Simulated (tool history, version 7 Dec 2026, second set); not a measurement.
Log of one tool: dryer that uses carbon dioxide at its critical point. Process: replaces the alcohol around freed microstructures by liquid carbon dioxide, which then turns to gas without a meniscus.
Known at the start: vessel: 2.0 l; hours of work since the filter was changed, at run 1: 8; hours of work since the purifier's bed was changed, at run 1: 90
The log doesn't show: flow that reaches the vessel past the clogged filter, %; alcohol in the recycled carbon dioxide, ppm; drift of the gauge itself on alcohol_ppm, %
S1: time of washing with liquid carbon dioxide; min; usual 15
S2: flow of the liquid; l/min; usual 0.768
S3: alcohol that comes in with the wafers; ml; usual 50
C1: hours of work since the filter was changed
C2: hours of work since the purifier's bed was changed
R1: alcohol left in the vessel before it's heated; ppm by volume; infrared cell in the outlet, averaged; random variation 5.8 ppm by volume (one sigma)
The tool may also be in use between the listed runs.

| run | hour | S1 | S2 | S3 | C1 | C2 | R1 |
|---|---|---|---|---|---|---|---|
| 1 | 0 | 15 | 0.768 | 50 | 8 | 90 | 219 |
| 2 | 62.3 | 15 | 0.768 | 50 | 53 | 135 | 245 |
| 3 | 91.1 | 15 | 0.768 | 50 | 74 | 155 | 247 |
| 4 | 121.4 | 15 | 0.768 | 96 | 96 | 177 | 495 |
| 5 | 155.8 | 15 | 0.768 | 96 | 120 | 202 | 525 |
|  | 218.9 | inlet filter changed |
| 6 | 223.8 | 18 | 0.768 | 50 | 4 | 250 | 99 |
| 7 | 262.4 | 18 | 0.768 | 50 | 31 | 278 | 100 |
| 8 | 305.3 | 18 | 0.768 | 50 | 62 | 309 | 108 |
| 9 | 334.9 | 15 | 0.768 | 34 | 84 | 330 | 201 |
| 10 | 405.6 | 15 | 0.768 | 34 | 135 | 381 | 211 |
|  | 448.2 | inlet filter changed |
| 11 | 476 | 15 | 0.768 | 50 | 20 | 431 | 229 |
| 12 | 544.5 | 15 | 0.768 | 50 | 69 | 481 | 271 |
| 13 | 587.8 | 15 | 0.768 | 49 | 101 | 512 | 284 |
| 14 | 640.7 | 15 | 0.768 | 49 | 139 | 550 | 318 |
|  | 678.5 | inlet filter changed |
| 15 | 699.1 | 15 | 0.768 | 50 | 15 | 592 | 235 |
| 16 | 729.8 | 15 | 0.768 | 50 | 37 | 614 | 262 |
| 17 | 794.9 | 15 | 0.511 | 50 | 84 | 661 | 1309 |
| 18 | 842.8 | 15 | 0.511 | 50 | 118 | 695 | 1363 |
| 19 | 899 | 15 | 0.511 | 50 | 159 | 736 | 1499 |
|  | 911.3 | inlet filter changed |
| 20 | 966.6 | 15 | 0.827 | 50 | 40 | 784 | 185 |
| 21 | 1030.9 | 15 | 0.827 | 50 | 86 | 830 | 213 |
| 22 | 1065 | 15 | 0.827 | 50 | 111 | 854 | 243 |
| 23 | 1136 | 24 | 0.749 | 30 | 162 | 906 | 65 |
|  | 1142.9 | inlet filter changed |
| 24 | 1172 | 24 | 0.83 | 56 | 21 | 931 | 54 |
| 25 | 1214.9 | 12 | 0.81 | 43 | 52 | 962 | 455 |
| 26 | 1284 | 12 | 0.81 | 43 | 102 | 1012 | 519 |
| 27 | 1313.5 | 16 | 1.117 | 48 | 123 | 1033 | 67 |
| 28 | 1358.8 | 15 | 1.037 | 32 | 156 | 1066 | 101 |
|  | 1373.8 | inlet filter changed |
| 29 | 1403.6 | 15 | 1.037 | 32 | 22 | 1097 | 88 |
| 30 | 1457.2 | 15 | 1.037 | 32 | 60 | 1136 | 92 |
| 31 | 1494.8 | 11 | 0.478 | 44 | 87 | 1163 | 2951 |
| 32 | 1527.9 | 15 | 1.067 | 50 | 111 | 1187 | 100 |
| 33 | 1579.5 | 15 | 1.067 | 50 | 148 | 1224 | 106 |
|  | 1603.1 | inlet filter changed |
| 34 | 1637.9 | 19 | 1.195 | 39 | 25 | 1265 | 69 |

Forecast run 35:
|  | 1694.8 | purifier's bed changed |
| 35 | 1708.2 | 19 | 0.56 | 50 | 74 | 10 | ? |

{"run 35": {"R1": 385}}
Without the tool's hidden state the same run would have given R1 313 ppm by volume.

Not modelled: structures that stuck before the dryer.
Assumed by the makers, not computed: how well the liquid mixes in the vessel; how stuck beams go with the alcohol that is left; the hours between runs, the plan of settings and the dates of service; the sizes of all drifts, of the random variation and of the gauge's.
